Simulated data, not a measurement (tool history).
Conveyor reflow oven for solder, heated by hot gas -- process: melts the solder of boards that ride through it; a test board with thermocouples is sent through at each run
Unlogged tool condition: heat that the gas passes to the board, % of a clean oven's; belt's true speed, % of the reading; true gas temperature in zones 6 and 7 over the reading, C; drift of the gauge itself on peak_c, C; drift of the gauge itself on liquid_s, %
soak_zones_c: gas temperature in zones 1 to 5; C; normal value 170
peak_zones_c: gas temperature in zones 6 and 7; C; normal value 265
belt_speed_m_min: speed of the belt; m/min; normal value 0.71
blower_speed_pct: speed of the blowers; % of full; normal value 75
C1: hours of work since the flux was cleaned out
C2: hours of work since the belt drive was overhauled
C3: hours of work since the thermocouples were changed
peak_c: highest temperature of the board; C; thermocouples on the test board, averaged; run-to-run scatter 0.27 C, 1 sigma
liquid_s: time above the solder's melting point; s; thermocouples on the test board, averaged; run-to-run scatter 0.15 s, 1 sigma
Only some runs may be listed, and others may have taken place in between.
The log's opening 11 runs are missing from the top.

run 12 hour=292.6 | soak_zones_c=170 peak_zones_c=265 belt_speed_m_min=0.676 blower_speed_pct=75 | C1=145 C2=62 C3=833 | peak_c=249.5 liquid_s=44.7
-- hour=309.2 flux residue cleaned out of gas plates and filters
run 13 hour=321 | soak_zones_c=170 peak_zones_c=265 belt_speed_m_min=0.676 blower_speed_pct=75 | C1=6 C2=74 C3=845 | peak_c=250.1 liquid_s=45.3
run 14 hour=341.4 | soak_zones_c=170 peak_zones_c=265 belt_speed_m_min=0.676 blower_speed_pct=75 | C1=16 C2=85 C3=856 | peak_c=249.7 liquid_s=45.3
run 15 hour=364 | soak_zones_c=170 peak_zones_c=265 belt_speed_m_min=0.846 blower_speed_pct=75 | C1=28 C2=96 C3=867 | peak_c=244 liquid_s=30.9
run 16 hour=392.8 | soak_zones_c=170 peak_zones_c=265 belt_speed_m_min=0.846 blower_speed_pct=75 | C1=43 C2=111 C3=882 | peak_c=242.7 liquid_s=30.8
run 17 hour=427.5 | soak_zones_c=170 peak_zones_c=258 belt_speed_m_min=0.622 blower_speed_pct=75 | C1=60 C2=129 C3=900 | peak_c=244.7 liquid_s=47
run 18 hour=461.1 | soak_zones_c=160 peak_zones_c=265 belt_speed_m_min=0.677 blower_speed_pct=75 | C1=78 C2=146 C3=917 | peak_c=248.6 liquid_s=41.6
run 19 hour=479.4 | soak_zones_c=170 peak_zones_c=265 belt_speed_m_min=0.781 blower_speed_pct=75 | C1=87 C2=155 C3=926 | peak_c=245.2 liquid_s=35.6
run 20 hour=501 | soak_zones_c=170 peak_zones_c=265 belt_speed_m_min=0.781 blower_speed_pct=75 | C1=98 C2=166 C3=937 | peak_c=244.7 liquid_s=35.6
run 21 hour=519.4 | soak_zones_c=170 peak_zones_c=265 belt_speed_m_min=0.781 blower_speed_pct=75 | C1=107 C2=175 C3=947 | peak_c=245 liquid_s=35.6
run 22 hour=544.8 | soak_zones_c=156 peak_zones_c=271 belt_speed_m_min=0.781 blower_speed_pct=85 | C1=120 C2=188 C3=960 | peak_c=250.9 liquid_s=35.8
run 23 hour=567.4 | soak_zones_c=156 peak_zones_c=271 belt_speed_m_min=0.781 blower_speed_pct=85 | C1=132 C2=200 C3=971 | peak_c=250.5 liquid_s=35.7
run 24 hour=601 | soak_zones_c=156 peak_zones_c=271 belt_speed_m_min=0.781 blower_speed_pct=85 | C1=149 C2=217 C3=988 | peak_c=250.1 liquid_s=35.9
-- hour=611.3 flux residue cleaned out of gas plates and filters
run 25 hour=623 | soak_zones_c=156 peak_zones_c=271 belt_speed_m_min=0.781 blower_speed_pct=85 | C1=6 C2=226 C3=997 | peak_c=250.8 liquid_s=36.6
run 26 hour=651.9 | soak_zones_c=156 peak_zones_c=271 belt_speed_m_min=0.781 blower_speed_pct=85 | C1=21 C2=241 C3=1012 | peak_c=251.2 liquid_s=36.7
run 27 hour=684.2 | soak_zones_c=156 peak_zones_c=263 belt_speed_m_min=0.67 blower_speed_pct=63 | C1=37 C2=257 C3=1028 | peak_c=242.6 liquid_s=35.8
run 28 hour=707 | soak_zones_c=161 peak_zones_c=263 belt_speed_m_min=0.772 blower_speed_pct=55 | C1=49 C2=269 C3=1040 | peak_c=234.4 liquid_s=23.9
run 29 hour=730.8 | soak_zones_c=161 peak_zones_c=263 belt_speed_m_min=0.772 blower_speed_pct=55 | C1=61 C2=281 C3=1052 | peak_c=234.4 liquid_s=23.8
run 30 hour=763.5 | soak_zones_c=161 peak_zones_c=263 belt_speed_m_min=0.772 blower_speed_pct=55 | C1=78 C2=298 C3=1069 | peak_c=234.2 liquid_s=23.9

What if the next run were any one of these 5? Each begins from the tool's condition after run 30:
run A hour=794.6 | soak_zones_c=170 peak_zones_c=265 belt_speed_m_min=0.71 blower_speed_pct=64 | C1=94 C2=313 C3=1085 | peak_c=? liquid_s=?
run B hour=794.6 | soak_zones_c=165 peak_zones_c=265 belt_speed_m_min=0.816 blower_speed_pct=61 | C1=94 C2=313 C3=1085 | peak_c=? liquid_s=?
run C hour=794.6 | soak_zones_c=161 peak_zones_c=277 belt_speed_m_min=0.71 blower_speed_pct=52 | C1=94 C2=313 C3=1085 | peak_c=? liquid_s=?
run D hour=794.6 | soak_zones_c=170 peak_zones_c=265 belt_speed_m_min=0.732 blower_speed_pct=81 | C1=94 C2=313 C3=1085 | peak_c=? liquid_s=?
run E hour=794.6 | soak_zones_c=170 peak_zones_c=265 belt_speed_m_min=0.71 blower_speed_pct=83 | C1=94 C2=313 C3=1085 | peak_c=? liquid_s=?

run=A peak_c=244.6 liquid_s=38.6
run=B peak_c=237 liquid_s=25.9
run=C peak_c=248.1 liquid_s=37.5
run=D peak_c=248.4 liquid_s=40.9
run=E peak_c=249 liquid_s=43.5
Had the tool no hidden state, the same runs would have come out as:
run=A peak_c=248.6 liquid_s=40.9
run=B peak_c=240.9 liquid_s=28.5
run=C peak_c=251.9 liquid_s=39.6
run=D peak_c=252.6 liquid_s=42.8
run=E peak_c=253.2 liquid_s=45.3

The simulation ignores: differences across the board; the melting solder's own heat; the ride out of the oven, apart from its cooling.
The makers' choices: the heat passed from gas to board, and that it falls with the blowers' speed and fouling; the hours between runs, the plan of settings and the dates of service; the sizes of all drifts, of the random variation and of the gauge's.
